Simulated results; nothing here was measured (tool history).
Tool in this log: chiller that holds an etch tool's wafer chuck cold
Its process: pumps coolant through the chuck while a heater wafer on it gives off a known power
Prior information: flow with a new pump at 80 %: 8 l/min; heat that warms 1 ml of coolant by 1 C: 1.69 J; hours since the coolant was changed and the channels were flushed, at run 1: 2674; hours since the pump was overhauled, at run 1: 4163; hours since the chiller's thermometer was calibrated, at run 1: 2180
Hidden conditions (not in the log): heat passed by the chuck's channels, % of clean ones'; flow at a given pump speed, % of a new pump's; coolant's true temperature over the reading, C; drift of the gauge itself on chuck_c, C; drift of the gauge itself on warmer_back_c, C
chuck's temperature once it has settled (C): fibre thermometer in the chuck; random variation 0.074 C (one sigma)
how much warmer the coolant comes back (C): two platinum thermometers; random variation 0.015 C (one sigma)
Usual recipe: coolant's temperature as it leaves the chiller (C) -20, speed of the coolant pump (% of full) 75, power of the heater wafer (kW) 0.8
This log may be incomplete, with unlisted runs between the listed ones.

run,hour,coolant's temperature as it leaves the chiller (C),speed of the coolant pump (% of full),power of the heater wafer (kW),hours since the coolant was changed and the channels were flushed,hours since the pump was overhauled,hours since the chiller's thermometer was calibrated,chuck's temperature once it has settled (C),how much warmer the coolant comes back (C)
1,0,-20,75,0.8,2674,4163,2180,-12.36,3.92
2,120.2,-20,75,0.501,2794,4283,2300,-15.32,2.43
3,223.5,-23,75,0.501,2898,4387,2404,-18.27,2.49
4,346.7,-23,75,0.647,3021,4510,2527,-16.97,3.16
5,426.1,-20,75,0.8,3100,4589,2606,-12.37,3.93
6,523.3,-17,75,0.8,3198,4687,2704,-9.39,3.93
7,589,-17,75,0.8,3263,4752,2769,-9.46,3.96
8,737.6,-17,75,0.8,3412,4901,2918,-9.38,3.94
9,821.1,-17,75,0.8,3495,4984,3001,-9.36,3.93
10,934.8,-17,75,0.8,3609,5098,3115,-9.2,3.93
11,1075.5,-17,75,0.8,3750,5239,3256,-9.29,3.92
12,1212.9,-15,75,0.8,3887,5376,3393,-7.37,3.94
13,1335.4,-20,75,0.8,4010,5499,3516,-12.26,3.93
14,1407.8,-20,77,1.043,4082,5571,3588,-10.17,5.01
15,1556.4,-20,77,1.043,4231,5720,3737,-10.11,5.02
16,1708,-20,81,0.927,4382,5871,3888,-11.51,4.26
17,1832.6,-19,84,0.786,4507,5996,4013,-12.03,3.47
18,1965.5,-20,63,0.8,4640,6129,4146,-10.96,4.7
19,2081.6,-20,63,0.8,4756,6245,4262,-10.88,4.71
20,2239.3,-20,63,0.8,4914,6403,4420,-10.84,4.7
21,2395.5,-22,80,0.873,5070,6559,4576,-13.86,4.07
22,2487,-29,69,1.161,5161,6650,4667,-16.68,6.27
23,2620,-11,75,0.8,5294,6783,4800,-3.11,4.01
24,2705.7,-11,75,0.8,5380,6869,4886,-3.08,3.99
25,2862.5,-20,81,0.96,5537,7026,5043,-11.12,4.44
26,2931.6,-29,75,0.644,5606,7095,5112,-22.63,3.23

Each row is a separate what-if for the run after 26, all from the same tool condition, not one after another. Results?
A,3039.1,-20,100,0.566,5713,7202,5219,?,?
B,3039.1,-19,94,0.666,5713,7202,5219,?,?
C,3039.1,-27,87,1.182,5713,7202,5219,?,?

run,chuck's temperature once it has settled (C),how much warmer the coolant comes back (C)
A,-15.8,2.12
B,-13.66,2.68
C,-16.66,5.12
With the hidden condition removed and each run's random variation left untouched, the same runs would have given:
run,chuck's temperature once it has settled (C),how much warmer the coolant comes back (C)
A,-16.14,2
B,-14.15,2.53
C,-17.82,4.85
